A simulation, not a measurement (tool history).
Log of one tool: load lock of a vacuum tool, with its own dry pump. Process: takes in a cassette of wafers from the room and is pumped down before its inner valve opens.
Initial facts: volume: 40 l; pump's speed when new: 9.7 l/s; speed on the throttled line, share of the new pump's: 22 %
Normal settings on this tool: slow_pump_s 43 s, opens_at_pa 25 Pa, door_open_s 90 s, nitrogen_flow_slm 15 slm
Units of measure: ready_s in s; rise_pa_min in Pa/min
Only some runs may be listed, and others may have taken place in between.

| run | hour | slow_pump_s | opens_at_pa | door_open_s | nitrogen_flow_slm | incoming humidity of the room's air, % | ready_s | rise_pa_min |
|---|---|---|---|---|---|---|---|---|
| 1 | 0 | 43 | 25 | 90 | 15 | 47.5 | 72.9 | 0.151 |
| 2 | 564.8 | 43 | 25 | 90 | 15 | 41.8 | 73.8 | 0.186 |
| 3 | 1124.2 | 43 | 25 | 90 | 15 | 44.7 | 75 | 0.214 |
| 4 | 1802.5 | 71 | 25 | 90 | 15 | 45.3 | 95 | 0.27 |
| 5 | 2141.5 | 71 | 25 | 90 | 15 | 46.8 | 94.6 | 0.294 |
| 6 | 2651.9 | 71 | 25 | 90 | 15 | 44.8 | 94.6 | 0.327 |
| 7 | 3044.9 | 34 | 25 | 90 | 15 | 43.8 | 68.5 | 0.353 |
| 8 | 3743.8 | 43 | 25 | 45 | 15 | 45.9 | 74.9 | 0.411 |
|  | 4073.4 | door's seal changed, seat wiped |
| 9 | 4073.4 | 43 | 25 | 45 | 15 | 40.7 | 76.3 | 0.013 |
| 10 | 4744.9 | 43 | 25 | 45 | 15 | 43.6 | 76.7 | 0.033 |
| 11 | 5407.9 | 43 | 25 | 75 | 15 | 42.1 | 75.8 | 0.062 |
| 12 | 5775.7 | 43 | 25 | 90 | 15 | 43.9 | 76.8 | 0.087 |
| 13 | 6428.5 | 66 | 25 | 90 | 15 | 41.6 | 91.8 | 0.113 |
| 14 | 6990.5 | 43 | 25 | 90 | 13 | 48.4 | 78.1 | 0.156 |
|  | 7323.8 | dry pump taken out, an overhauled one fitted |
| 15 | 7451.7 | 43 | 36 | 227 | 17 | 42.5 | 65.8 | 0.199 |
| 16 | 7771.6 | 43 | 36 | 227 | 17 | 40.7 | 66.3 | 0.216 |
| 17 | 8152.2 | 43 | 36 | 227 | 17 | 47.9 | 66.5 | 0.242 |
| 18 | 8676.6 | 43 | 36 | 227 | 17 | 48.5 | 66.9 | 0.277 |
| 19 | 9282 | 43 | 19 | 90 | 45 | 42.5 | 70 | 0.299 |
| 20 | 9899.1 | 34 | 25 | 54 | 13 | 43.1 | 61.8 | 0.355 |
| 21 | 10466.2 | 34 | 48 | 59 | 13 | 46 | 59.2 | 0.407 |
|  | 10841.8 | door's seal changed, seat wiped |
| 22 | 10953 | 43 | 33 | 227 | 15 | 45.2 | 67.4 | 0.066 |
| 23 | 11615.6 | 67 | 31 | 90 | 15 | 44.9 | 86.9 | 0.047 |
| 24 | 11909.3 | 43 | 36 | 90 | 15 | 42.2 | 68.2 | 0.06 |
| 25 | 12593.5 | 50 | 34 | 78 | 15 | 41.3 | 73.7 | 0.078 |

3 ways to go on from here, each from the tool as it stands after run 25. What would each give?
| A | 13020.7 | 32 | 34 | 127 | 15 | 48.3 | ? | ? |
| B | 13020.7 | 50 | 34 | 78 | 14 | 41.4 | ? | ? |
| C | 13020.7 | 29 | 34 | 182 | 15 | 43.1 | ? | ? |

| run | ready_s | rise_pa_min |
|---|---|---|
| A | 59.5 | 0.114 |
| B | 74.2 | 0.102 |
| C | 58 | 0.124 |
With no hidden state in the tool, these same runs would have given:
| run | ready_s | rise_pa_min |
|---|---|---|
| A | 57.2 | 0.043 |
| B | 72.2 | 0.031 |
| C | 55.6 | 0.051 |

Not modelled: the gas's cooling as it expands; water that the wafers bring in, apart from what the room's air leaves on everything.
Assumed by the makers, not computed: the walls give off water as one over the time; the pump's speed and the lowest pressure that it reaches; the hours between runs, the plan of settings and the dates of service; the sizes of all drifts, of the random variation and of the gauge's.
